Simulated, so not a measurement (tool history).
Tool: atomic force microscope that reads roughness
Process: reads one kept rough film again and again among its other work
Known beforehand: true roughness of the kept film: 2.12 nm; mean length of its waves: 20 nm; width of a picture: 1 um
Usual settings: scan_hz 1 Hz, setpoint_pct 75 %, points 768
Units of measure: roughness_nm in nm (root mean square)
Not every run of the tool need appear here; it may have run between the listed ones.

{"run": 1, "hour": 0.0, "scan_hz": 1, "setpoint_pct": 75, "points": 768, "roughness_nm": 1.372}
{"run": 2, "hour": 10.9, "scan_hz": 1, "setpoint_pct": 75, "points": 768, "roughness_nm": 1.372}
{"run": 3, "hour": 19.8, "scan_hz": 1, "setpoint_pct": 75, "points": 768, "roughness_nm": 1.349}
{"hour": 29.6, "done": "new tip fitted"}
{"run": 4, "hour": 30.9, "scan_hz": 1, "setpoint_pct": 58, "points": 768, "roughness_nm": 1.785}
{"run": 5, "hour": 40.8, "scan_hz": 1, "setpoint_pct": 58, "points": 768, "roughness_nm": 1.758}
{"run": 6, "hour": 48.3, "scan_hz": 1, "setpoint_pct": 75, "points": 768, "roughness_nm": 1.662}
{"run": 7, "hour": 60.3, "scan_hz": 1, "setpoint_pct": 75, "points": 768, "roughness_nm": 1.644}
{"run": 8, "hour": 65.6, "scan_hz": 1, "setpoint_pct": 75, "points": 768, "roughness_nm": 1.632}
{"run": 9, "hour": 73.6, "scan_hz": 1, "setpoint_pct": 75, "points": 768, "roughness_nm": 1.63}
{"run": 10, "hour": 84.0, "scan_hz": 1, "setpoint_pct": 75, "points": 768, "roughness_nm": 1.62}
{"run": 11, "hour": 92.7, "scan_hz": 1, "setpoint_pct": 75, "points": 768, "roughness_nm": 1.598}
{"run": 12, "hour": 103.6, "scan_hz": 1, "setpoint_pct": 75, "points": 768, "roughness_nm": 1.581}
{"run": 13, "hour": 113.3, "scan_hz": 1, "setpoint_pct": 75, "points": 768, "roughness_nm": 1.565}
{"run": 14, "hour": 119.5, "scan_hz": 1, "setpoint_pct": 75, "points": 768, "roughness_nm": 1.562}
{"run": 15, "hour": 127.1, "scan_hz": 1, "setpoint_pct": 75, "points": 768, "roughness_nm": 1.552}
{"run": 16, "hour": 138.4, "scan_hz": 1, "setpoint_pct": 75, "points": 768, "roughness_nm": 1.544}
{"hour": 140.4, "done": "height scale calibrated on a step standard"}
{"run": 17, "hour": 148.9, "scan_hz": 0.6, "setpoint_pct": 90, "points": 768, "roughness_nm": 1.488}
{"run": 18, "hour": 160.4, "scan_hz": 0.6, "setpoint_pct": 90, "points": 768, "roughness_nm": 1.477}
{"run": 19, "hour": 165.4, "scan_hz": 0.6, "setpoint_pct": 90, "points": 768, "roughness_nm": 1.467}
{"run": 20, "hour": 170.8, "scan_hz": 1.63, "setpoint_pct": 59, "points": 864, "roughness_nm": 1.524}
{"hour": 176.4, "done": "height scale calibrated on a step standard, once more"}
{"run": 21, "hour": 182.4, "scan_hz": 0.65, "setpoint_pct": 73, "points": 263, "roughness_nm": 1.476}
{"run": 22, "hour": 190.6, "scan_hz": 0.97, "setpoint_pct": 77, "points": 263, "roughness_nm": 1.415}
{"run": 23, "hour": 198.8, "scan_hz": 0.63, "setpoint_pct": 73, "points": 263, "roughness_nm": 1.46}
{"run": 24, "hour": 208.5, "scan_hz": 1.6, "setpoint_pct": 79, "points": 491, "roughness_nm": 1.331}
{"run": 25, "hour": 219.2, "scan_hz": 1.6, "setpoint_pct": 79, "points": 491, "roughness_nm": 1.321}
{"run": 26, "hour": 226.4, "scan_hz": 1, "setpoint_pct": 63, "points": 768, "roughness_nm": 1.464}
{"run": 27, "hour": 232.5, "scan_hz": 2.07, "setpoint_pct": 76, "points": 321, "roughness_nm": 1.272}
{"run": 28, "hour": 244.1, "scan_hz": 2.07, "setpoint_pct": 76, "points": 321, "roughness_nm": 1.26}
{"run": 29, "hour": 251.8, "scan_hz": 1.18, "setpoint_pct": 60, "points": 477, "roughness_nm": 1.437}

Difference, measured minus no-hidden-state, one row per run. Run-to-run variation is common to both terms; the gauge's own scatter need not be:
Hidden state at play: radius of the tip, nm; height scale over the true one, %; drift of the gauge itself on roughness_nm, %.
run=1 roughness_nm=-0.33
run=2 roughness_nm=-0.348
run=3 roughness_nm=-0.355
run=4 roughness_nm=-0.013
run=5 roughness_nm=-0.028
run=6 roughness_nm=-0.041
run=7 roughness_nm=-0.061
run=8 roughness_nm=-0.068
run=9 roughness_nm=-0.081
run=10 roughness_nm=-0.098
run=11 roughness_nm=-0.11
run=12 roughness_nm=-0.127
run=13 roughness_nm=-0.142
run=14 roughness_nm=-0.149
run=15 roughness_nm=-0.161
run=16 roughness_nm=-0.177
run=17 roughness_nm=-0.183
run=18 roughness_nm=-0.199
run=19 roughness_nm=-0.206
run=20 roughness_nm=-0.222
run=21 roughness_nm=-0.237
run=22 roughness_nm=-0.239
run=23 roughness_nm=-0.258
run=24 roughness_nm=-0.248
run=25 roughness_nm=-0.262
run=26 roughness_nm=-0.301
run=27 roughness_nm=-0.27
run=28 roughness_nm=-0.282
run=29 roughness_nm=-0.332

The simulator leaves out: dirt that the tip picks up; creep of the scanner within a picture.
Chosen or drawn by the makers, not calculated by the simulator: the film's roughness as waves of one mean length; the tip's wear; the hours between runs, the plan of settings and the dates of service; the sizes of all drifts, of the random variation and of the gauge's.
